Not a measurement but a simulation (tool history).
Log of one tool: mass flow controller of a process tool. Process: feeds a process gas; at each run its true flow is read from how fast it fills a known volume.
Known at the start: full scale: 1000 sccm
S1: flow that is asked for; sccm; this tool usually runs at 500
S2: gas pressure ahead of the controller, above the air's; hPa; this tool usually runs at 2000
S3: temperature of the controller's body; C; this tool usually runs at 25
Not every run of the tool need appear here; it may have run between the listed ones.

Run 1, hour 0.0: usual settings. Result: true flow (%) 99.46.
Run 2, hour 118.9: usual settings but S2 2170 hPa. Result: true flow (%) 99.41.
Run 3, hour 220.9: usual settings but S2 1730 hPa. Result: true flow (%) 99.67.
Run 4, hour 342.9: usual settings. Result: true flow (%) 99.58.
Run 5, hour 495.9: usual settings but S1 540 sccm. Result: true flow (%) 99.75.
Run 6, hour 628.0: usual settings but S1 798 sccm. Result: true flow (%) 100.16.
Run 7, hour 715.3: usual settings but S1 798 sccm. Result: true flow (%) 100.04.
Run 8, hour 884.3: usual settings but S2 1760 hPa. Result: true flow (%) 100.06.
Run 9, hour 1064.0: usual settings but S2 1760 hPa. Result: true flow (%) 100.24.
Run 10, hour 1209.5: usual settings but S2 1760 hPa. Result: true flow (%) 100.21.
Run 11, hour 1294.0: usual settings but S2 1760 hPa. Result: true flow (%) 100.22.
Run 12, hour 1496.3: usual settings but S1 150 sccm. Result: true flow (%) 99.80.
Run 13, hour 1651.9: usual settings but S1 150 sccm. Result: true flow (%) 99.82.
Run 14, hour 1790.1: usual settings but S1 150 sccm. Result: true flow (%) 100.11.
Run 15, hour 1994.2: usual settings but S1 150 sccm. Result: true flow (%) 100.19.
Run 16, hour 2098.5: usual settings but S1 150 sccm. Result: true flow (%) 100.16.
Run 17, hour 2213.7: usual settings. Result: true flow (%) 100.74.
Run 18, hour 2313.4: usual settings. Result: true flow (%) 100.64.
Run 19, hour 2501.9: usual settings but S3 20 C. Result: true flow (%) 100.93.
Run 20, hour 2667.4: usual settings but S3 20 C. Result: true flow (%) 101.00.
Run 21, hour 2764.6: usual settings but S2 2530 hPa, S3 20 C. Result: true flow (%) 100.63.
Run 22, hour 2890.1: usual settings but S2 2220 hPa, S3 27 C. Result: true flow (%) 100.72.
Run 23, hour 3060.9: usual settings but S2 1640 hPa, S3 37 C. Result: true flow (%) 100.80.
Run 24, hour 3180.0: usual settings but S2 1640 hPa, S3 37 C. Result: true flow (%) 100.90.
Run 25, hour 3296.0: usual settings but S2 1640 hPa, S3 37 C. Result: true flow (%) 100.97.
Run 26, hour 3450.6: usual settings but S1 462 sccm, S2 2080 hPa, S3 24 C. Result: true flow (%) 101.18.
Run 27, hour 3569.7: usual settings but S1 700 sccm, S2 2130 hPa. Result: true flow (%) 101.45.
Run 28, hour 3676.0: usual settings but S1 147 sccm, S2 2040 hPa, S3 28 C. Result: true flow (%) 100.69.
Run 29, hour 3820.0: usual settings but S1 730 sccm, S2 2040 hPa, S3 29 C. Result: true flow (%) 101.44.
Run 30, hour 3914.6: usual settings but S1 169 sccm, S2 1620 hPa, S3 23 C. Result: true flow (%) 101.38.
Run 31, hour 4065.6: usual settings but S1 478 sccm, S2 1620 hPa, S3 21 C. Result: true flow (%) 102.05.
Run 32, hour 4186.6: usual settings but S1 683 sccm, S2 1760 hPa, S3 31 C. Result: true flow (%) 101.81.
Run 33, hour 4339.8: usual settings but S1 683 sccm, S2 1420 hPa, S3 39 C. Result: true flow (%) 101.73.
Run 34, hour 4521.5: usual settings but S1 157 sccm, S2 1590 hPa. Result: true flow (%) 101.69.
Run 35, hour 4693.3: usual settings but S1 282 sccm, S2 2100 hPa, S3 20 C. Result: true flow (%) 101.63.
Run 36, hour 4819.6: usual settings but S1 467 sccm, S3 23 C. Result: true flow (%) 101.90.
Run 37, hour 4939.1: usual settings but S3 39 C. Result: true flow (%) 101.47.
Run 38, hour 5101.1: usual settings but S2 1420 hPa, S3 36 C. Result: true flow (%) 102.07.
Run 39, hour 5239.2: usual settings but S1 102 sccm, S2 1630 hPa, S3 30 C. Result: true flow (%) 101.73.
Run 40, hour 5330.6: usual settings but S1 102 sccm, S2 1630 hPa, S3 30 C. Result: true flow (%) 101.77.

Results per run with the tool's hidden condition removed, run-to-run variation unchanged:
Hidden state at play: flow at rest that the sensor doesn't see, % of full scale; true flow over the shown one, %; drift of the gauge itself on true_pct, %.
run  true flow (%)
  1          99.47
  2          99.36
  3          99.56
  4          99.41
  5          99.50
  6          99.85
  7          99.68
  8          99.61
  9          99.70
 10          99.59
 11          99.56
 12          99.05
 13          98.99
 14          99.20
 15          99.19
 16          99.10
 17          99.61
 18          99.45
 19          99.65
 20          99.63
 21          99.22
 22          99.25
 23          99.24
 24          99.28
 25          99.28
 26          99.42
 27          99.62
 28          98.83
 29          99.48
 30          99.39
 31          99.96
 32          99.66
 33          99.51
 34          99.39
 35          99.24
 36          99.44
 37          98.95
 38          99.46
 39          99.08
 40          99.08

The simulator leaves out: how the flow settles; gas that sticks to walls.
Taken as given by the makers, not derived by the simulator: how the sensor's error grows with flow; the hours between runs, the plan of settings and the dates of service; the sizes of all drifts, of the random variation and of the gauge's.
